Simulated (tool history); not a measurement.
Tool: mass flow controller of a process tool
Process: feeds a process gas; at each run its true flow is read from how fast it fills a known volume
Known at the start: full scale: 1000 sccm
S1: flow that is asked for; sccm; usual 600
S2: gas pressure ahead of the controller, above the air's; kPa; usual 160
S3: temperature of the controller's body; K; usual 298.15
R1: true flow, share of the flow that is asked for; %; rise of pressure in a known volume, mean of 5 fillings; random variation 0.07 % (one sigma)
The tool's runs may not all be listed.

Run 1, hour 0: usual settings. Result: R1 98.32 %.
Run 2, hour 157.1: usual settings. Result: R1 98.41 %.
Run 3, hour 332.5: usual settings. Result: R1 98.57 %.
Run 4, hour 611.5: usual settings. Result: R1 98.77 %.
Run 5, hour 771.6: usual settings. Result: R1 98.6 %.
Run 6, hour 1141.5: usual settings. Result: R1 98.88 %.
Run 7, hour 1381: usual settings. Result: R1 98.93 %.
Run 8, hour 1555.3: usual settings. Result: R1 99.06 %.
Run 9, hour 1899.2: usual settings. Result: R1 99.15 %.
Run 10, hour 2088.2: usual settings. Result: R1 99.26 %.
Run 11, hour 2394.2: usual settings. Result: R1 99.32 %.
Run 12, hour 2676.1: usual settings. Result: R1 99.44 %.
Run 13, hour 3010.9: usual settings. Result: R1 99.77 %.
Run 14, hour 3251.3: usual settings. Result: R1 99.87 %.
Run 15, hour 3562.9: usual settings. Result: R1 99.85 %.
Run 16, hour 3809.9: usual settings but S2 189 kPa. Result: R1 100.25 %.
Run 17, hour 4041.7: usual settings but S2 189 kPa. Result: R1 100.28 %.
Run 18, hour 4221.9: usual settings but S2 189 kPa. Result: R1 100.43 %.
Run 19, hour 4427.9: usual settings but S2 189 kPa. Result: R1 100.47 %.
Run 20, hour 4783.8: usual settings but S2 189 kPa. Result: R1 100.7 %.
Run 21, hour 5049.4: usual settings but S2 189 kPa. Result: R1 100.74 %.
Run 22, hour 5407.2: usual settings but S1 120 sccm, S2 189 kPa. Result: R1 99.25 %.
Run 23, hour 5682.1: usual settings but S1 120 sccm, S2 189 kPa. Result: R1 99.33 %.
At hour 5857.9: gauge calibrated.
Run 24, hour 5977.8: usual settings but S1 120 sccm, S2 214 kPa. Result: R1 97.25 %.
Run 25, hour 6245.5: usual settings but S1 120 sccm, S2 214 kPa. Result: R1 97.37 %.
Run 26, hour 6562.4: usual settings but S1 120 sccm, S2 214 kPa. Result: R1 97.46 %.
Run 27, hour 6830.3: usual settings but S1 120 sccm, S2 214 kPa. Result: R1 97.51 %.
Run 28, hour 7150.6: usual settings but S1 696 sccm, S2 267 kPa, S3 301.15 K. Result: R1 99.82 %.
Run 29, hour 7526.3: usual settings but S1 522 sccm, S2 188 kPa, S3 312.15 K. Result: R1 98.41 %.
At hour 7635.1: controller's zero set anew.
Run 30, hour 7797.5: usual settings but S1 522 sccm, S2 203 kPa, S3 312.15 K. Result: R1 98.56 %.
Run 31, hour 8085.1: usual settings but S1 522 sccm, S2 203 kPa, S3 312.15 K. Result: R1 98.8 %.
Run 32, hour 8366.8: usual settings but S1 522 sccm, S2 203 kPa, S3 312.15 K. Result: R1 98.81 %.
Run 33, hour 8528.4: usual settings but S1 522 sccm, S2 203 kPa, S3 312.15 K. Result: R1 98.9 %.
Run 34, hour 8832.3: usual settings but S1 522 sccm, S2 260 kPa, S3 312.15 K. Result: R1 99.41 %.
Run 35, hour 9055: usual settings but S1 257 sccm, S2 264 kPa. Result: R1 99.25 %.
Run 36, hour 9380.1: usual settings but S1 257 sccm, S2 264 kPa. Result: R1 99.42 %.
Run 37, hour 9690.4: usual settings but S2 149 kPa, S3 311.15 K. Result: R1 99.26 %.
Run 38, hour 9922.8: usual settings but S1 534 sccm, S2 158 kPa, S3 301.15 K. Result: R1 99.79 %.
Run 39, hour 10078.9: usual settings but S1 534 sccm, S2 158 kPa, S3 301.15 K. Result: R1 99.77 %.
Run 40, hour 10261.3: usual settings but S1 171 sccm, S2 170 kPa, S3 304.15 K. Result: R1 98.51 %.
Run 41, hour 10518.8: usual settings but S1 367 sccm, S2 175 kPa, S3 304.15 K. Result: R1 99.48 %.
Run 42, hour 10708.8: usual settings but S2 162 kPa. Result: R1 100.46 %.
At hour 10819.7: gauge calibrated.
Run 43, hour 10978.7: usual settings but S1 370 sccm, S2 162 kPa, S3 295.15 K. Result: R1 97.92 %.
Run 44, hour 11183.6: usual settings but S1 370 sccm, S2 222 kPa, S3 300.15 K. Result: R1 98.07 %.
Run 45, hour 11537.2: usual settings but S2 240 kPa, S3 295.15 K. Result: R1 99.39 %.
Run 46, hour 11871.1: usual settings but S2 240 kPa, S3 295.15 K. Result: R1 99.6 %.
Run 47, hour 12157.6: usual settings but S2 240 kPa, S3 295.15 K. Result: R1 99.69 %.
Run 48, hour 12484.5: usual settings but S1 717 sccm, S2 178 kPa. Result: R1 99.73 %.
Run 49, hour 12751.7: usual settings but S1 635 sccm, S2 164 kPa, S3 297.15 K. Result: R1 99.5 %.

The same runs without the tool's hidden state, with the same run-to-run variation:
The hidden state here: flow at rest that the sensor doesn't see, % of full scale; true flow over the shown one, %; drift of the gauge itself on true_pct, %.
run     R1
  1  98.32
  2  98.34
  3  98.43
  4   98.5
  5  98.27
  6  98.38
  7  98.33
  8  98.38
  9  98.33
 10  98.36
 11  98.28
 12  98.28
 13  98.46
 14  98.46
 15  98.31
 16   98.6
 17  98.52
 18  98.59
 19  98.55
 20  98.62
 21  98.55
 22  96.93
 23  96.89
 24  97.18
 25  97.19
 26  97.14
 27  97.07
 28  99.25
 29  97.69
 30  97.72
 31  97.84
 32  97.73
 33  97.75
 34  98.13
 35  97.87
 36   97.9
 37  97.61
 38  98.04
 39  97.95
 40  96.63
 41  97.48
 42  98.36
 43  97.85
 44  97.91
 45  99.07
 46  99.13
 47   99.1
 48     99
 49  98.65

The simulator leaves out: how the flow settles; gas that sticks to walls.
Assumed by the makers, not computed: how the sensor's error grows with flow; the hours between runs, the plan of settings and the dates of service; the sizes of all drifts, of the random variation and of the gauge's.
